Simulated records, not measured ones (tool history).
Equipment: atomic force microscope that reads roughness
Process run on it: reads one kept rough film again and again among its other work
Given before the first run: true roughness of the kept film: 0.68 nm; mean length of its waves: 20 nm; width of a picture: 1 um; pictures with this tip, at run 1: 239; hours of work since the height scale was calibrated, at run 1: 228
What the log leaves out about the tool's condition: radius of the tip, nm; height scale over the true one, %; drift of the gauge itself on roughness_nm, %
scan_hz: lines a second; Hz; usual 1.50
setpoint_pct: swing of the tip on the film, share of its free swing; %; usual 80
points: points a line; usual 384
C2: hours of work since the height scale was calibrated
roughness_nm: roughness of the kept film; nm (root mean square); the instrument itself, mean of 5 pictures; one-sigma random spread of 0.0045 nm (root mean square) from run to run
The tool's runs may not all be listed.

{"run": 1, "hour": 0.0, "scan_hz": 1.5, "setpoint_pct": 80, "points": 384, "pictures with this tip": 239, "C2": 228, "roughness_nm": 0.45}
{"run": 2, "hour": 26.8, "scan_hz": 1.5, "setpoint_pct": 80, "points": 384, "pictures with this tip": 264, "C2": 240, "roughness_nm": 0.434}
{"hour": 30.1, "done": "new tip fitted"}
{"run": 3, "hour": 68.1, "scan_hz": 1.18, "setpoint_pct": 80, "points": 384, "pictures with this tip": 35, "C2": 259, "roughness_nm": 0.544}
{"run": 4, "hour": 87.8, "scan_hz": 1.18, "setpoint_pct": 80, "points": 384, "pictures with this tip": 53, "C2": 268, "roughness_nm": 0.536}
{"hour": 92.7, "done": "height scale calibrated on a step standard"}
{"run": 5, "hour": 111.2, "scan_hz": 1.18, "setpoint_pct": 80, "points": 384, "pictures with this tip": 74, "C2": 8, "roughness_nm": 0.53}
{"run": 6, "hour": 145.0, "scan_hz": 1.18, "setpoint_pct": 80, "points": 384, "pictures with this tip": 105, "C2": 24, "roughness_nm": 0.514}
{"hour": 184.0, "done": "height scale calibrated on a step standard, once more"}
{"run": 7, "hour": 187.6, "scan_hz": 1.18, "setpoint_pct": 80, "points": 384, "pictures with this tip": 143, "C2": 2, "roughness_nm": 0.489}
{"run": 8, "hour": 207.7, "scan_hz": 0.96, "setpoint_pct": 70, "points": 384, "pictures with this tip": 162, "C2": 11, "roughness_nm": 0.515}
{"run": 9, "hour": 237.0, "scan_hz": 0.96, "setpoint_pct": 70, "points": 382, "pictures with this tip": 189, "C2": 24, "roughness_nm": 0.505}
{"run": 10, "hour": 268.0, "scan_hz": 3.77, "setpoint_pct": 70, "points": 299, "pictures with this tip": 217, "C2": 38, "roughness_nm": 0.431}
{"run": 11, "hour": 302.2, "scan_hz": 3.77, "setpoint_pct": 70, "points": 299, "pictures with this tip": 249, "C2": 54, "roughness_nm": 0.406}
{"hour": 321.5, "done": "new tip fitted"}
{"run": 12, "hour": 331.9, "scan_hz": 3.77, "setpoint_pct": 70, "points": 744, "pictures with this tip": 9, "C2": 67, "roughness_nm": 0.513}

Forecast each of these 3 alternatives for the next run:
{"run": "A", "hour": 352.1, "scan_hz": 0.61, "setpoint_pct": 66, "points": 522, "pictures with this tip": 28, "C2": 76, "roughness_nm": "?"}
{"run": "B", "hour": 352.1, "scan_hz": 3.77, "setpoint_pct": 86, "points": 744, "pictures with this tip": 28, "C2": 76, "roughness_nm": "?"}
{"run": "C", "hour": 352.1, "scan_hz": 3.77, "setpoint_pct": 81, "points": 744, "pictures with this tip": 28, "C2": 76, "roughness_nm": "?"}

run=A roughness_nm=0.593
run=B roughness_nm=0.411
run=C roughness_nm=0.435
With no hidden state in the tool, these same runs would have given:
run=A roughness_nm=0.608
run=B roughness_nm=0.422
run=C roughness_nm=0.446

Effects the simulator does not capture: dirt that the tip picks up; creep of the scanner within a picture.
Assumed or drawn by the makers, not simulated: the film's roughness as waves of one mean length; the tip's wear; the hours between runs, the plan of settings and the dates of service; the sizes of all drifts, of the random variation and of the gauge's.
